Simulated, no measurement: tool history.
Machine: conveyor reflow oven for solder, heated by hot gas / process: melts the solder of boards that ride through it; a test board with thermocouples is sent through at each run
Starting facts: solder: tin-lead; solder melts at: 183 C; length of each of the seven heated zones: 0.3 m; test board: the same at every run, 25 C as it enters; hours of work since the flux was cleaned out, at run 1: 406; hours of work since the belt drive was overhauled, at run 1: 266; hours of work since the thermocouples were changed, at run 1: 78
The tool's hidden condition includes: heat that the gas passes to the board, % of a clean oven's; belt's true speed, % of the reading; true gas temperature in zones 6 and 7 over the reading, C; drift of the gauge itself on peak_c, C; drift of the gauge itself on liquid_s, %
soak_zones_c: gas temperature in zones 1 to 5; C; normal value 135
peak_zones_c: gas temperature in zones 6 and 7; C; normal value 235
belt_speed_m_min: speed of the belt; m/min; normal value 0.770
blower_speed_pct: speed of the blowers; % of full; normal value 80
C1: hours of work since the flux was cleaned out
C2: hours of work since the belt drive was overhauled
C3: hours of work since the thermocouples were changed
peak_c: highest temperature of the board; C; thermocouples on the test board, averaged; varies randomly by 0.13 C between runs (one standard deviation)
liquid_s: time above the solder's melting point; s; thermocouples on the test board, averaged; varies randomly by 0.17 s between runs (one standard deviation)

{"run": 1, "hour": 0.0, "soak_zones_c": 135, "peak_zones_c": 235, "belt_speed_m_min": 0.77, "blower_speed_pct": 80, "C1": 406, "C2": 266, "C3": 78, "peak_c": 218.9, "liquid_s": 35.6}
{"run": 2, "hour": 15.0, "soak_zones_c": 135, "peak_zones_c": 235, "belt_speed_m_min": 0.77, "blower_speed_pct": 80, "C1": 417, "C2": 277, "C3": 89, "peak_c": 218.8, "liquid_s": 35.4}
{"run": 3, "hour": 33.3, "soak_zones_c": 135, "peak_zones_c": 235, "belt_speed_m_min": 0.77, "blower_speed_pct": 89, "C1": 431, "C2": 290, "C3": 103, "peak_c": 220.8, "liquid_s": 36.7}
{"run": 4, "hour": 46.1, "soak_zones_c": 121, "peak_zones_c": 235, "belt_speed_m_min": 0.77, "blower_speed_pct": 80, "C1": 440, "C2": 300, "C3": 112, "peak_c": 216.3, "liquid_s": 31.6}
{"run": 5, "hour": 56.3, "soak_zones_c": 121, "peak_zones_c": 235, "belt_speed_m_min": 0.77, "blower_speed_pct": 80, "C1": 448, "C2": 308, "C3": 120, "peak_c": 216.3, "liquid_s": 31.5}
{"run": 6, "hour": 72.3, "soak_zones_c": 121, "peak_zones_c": 235, "belt_speed_m_min": 0.77, "blower_speed_pct": 80, "C1": 460, "C2": 319, "C3": 132, "peak_c": 216.3, "liquid_s": 31.7}
{"hour": 96.5, "done": "flux residue cleaned out of gas plates and filters"}
{"run": 7, "hour": 96.7, "soak_zones_c": 135, "peak_zones_c": 235, "belt_speed_m_min": 0.77, "blower_speed_pct": 80, "C1": 0, "C2": 334, "C3": 146, "peak_c": 221.1, "liquid_s": 36.6}
{"run": 8, "hour": 107.3, "soak_zones_c": 135, "peak_zones_c": 235, "belt_speed_m_min": 0.77, "blower_speed_pct": 80, "C1": 8, "C2": 342, "C3": 154, "peak_c": 221.1, "liquid_s": 36.6}
{"run": 9, "hour": 122.4, "soak_zones_c": 135, "peak_zones_c": 235, "belt_speed_m_min": 0.77, "blower_speed_pct": 80, "C1": 19, "C2": 353, "C3": 166, "peak_c": 221.0, "liquid_s": 36.6}
{"hour": 127.7, "done": "belt drive overhauled, speed set with a stopwatch"}
{"run": 10, "hour": 148.5, "soak_zones_c": 135, "peak_zones_c": 235, "belt_speed_m_min": 0.77, "blower_speed_pct": 80, "C1": 36, "C2": 15, "C3": 182, "peak_c": 221.1, "liquid_s": 36.9}
{"run": 11, "hour": 162.5, "soak_zones_c": 135, "peak_zones_c": 235, "belt_speed_m_min": 0.77, "blower_speed_pct": 80, "C1": 46, "C2": 26, "C3": 192, "peak_c": 221.0, "liquid_s": 36.4}
{"run": 12, "hour": 172.1, "soak_zones_c": 136, "peak_zones_c": 235, "belt_speed_m_min": 0.77, "blower_speed_pct": 80, "C1": 53, "C2": 33, "C3": 200, "peak_c": 221.1, "liquid_s": 37.3}
{"run": 13, "hour": 193.8, "soak_zones_c": 135, "peak_zones_c": 232, "belt_speed_m_min": 0.77, "blower_speed_pct": 80, "C1": 69, "C2": 49, "C3": 216, "peak_c": 218.4, "liquid_s": 35.5}
{"run": 14, "hour": 204.2, "soak_zones_c": 135, "peak_zones_c": 235, "belt_speed_m_min": 0.77, "blower_speed_pct": 80, "C1": 77, "C2": 57, "C3": 223, "peak_c": 221.0, "liquid_s": 37.1}
{"run": 15, "hour": 221.4, "soak_zones_c": 135, "peak_zones_c": 235, "belt_speed_m_min": 0.77, "blower_speed_pct": 80, "C1": 90, "C2": 70, "C3": 236, "peak_c": 221.0, "liquid_s": 37.1}
{"hour": 227.1, "done": "belt drive overhauled, speed set with a stopwatch, once more"}
{"run": 16, "hour": 247.6, "soak_zones_c": 135, "peak_zones_c": 235, "belt_speed_m_min": 0.77, "blower_speed_pct": 80, "C1": 107, "C2": 15, "C3": 253, "peak_c": 220.4, "liquid_s": 35.8}
{"run": 17, "hour": 267.8, "soak_zones_c": 125, "peak_zones_c": 235, "belt_speed_m_min": 0.735, "blower_speed_pct": 80, "C1": 122, "C2": 30, "C3": 268, "peak_c": 220.6, "liquid_s": 35.7}
{"run": 18, "hour": 279.2, "soak_zones_c": 125, "peak_zones_c": 235, "belt_speed_m_min": 0.735, "blower_speed_pct": 80, "C1": 130, "C2": 39, "C3": 276, "peak_c": 220.3, "liquid_s": 35.8}

What will run 19 give?
{"run": 19, "hour": 295.5, "soak_zones_c": 146, "peak_zones_c": 228, "belt_speed_m_min": 0.77, "blower_speed_pct": 61, "C1": 142, "C2": 51, "C3": 288, "peak_c": "?", "liquid_s": "?"}

Run 19 came out at peak_c 210.6 C, liquid_s 33.4 s.
Minus the tool's unlogged condition, the same run would have read peak_c 210.1 C, liquid_s 33.2 s.

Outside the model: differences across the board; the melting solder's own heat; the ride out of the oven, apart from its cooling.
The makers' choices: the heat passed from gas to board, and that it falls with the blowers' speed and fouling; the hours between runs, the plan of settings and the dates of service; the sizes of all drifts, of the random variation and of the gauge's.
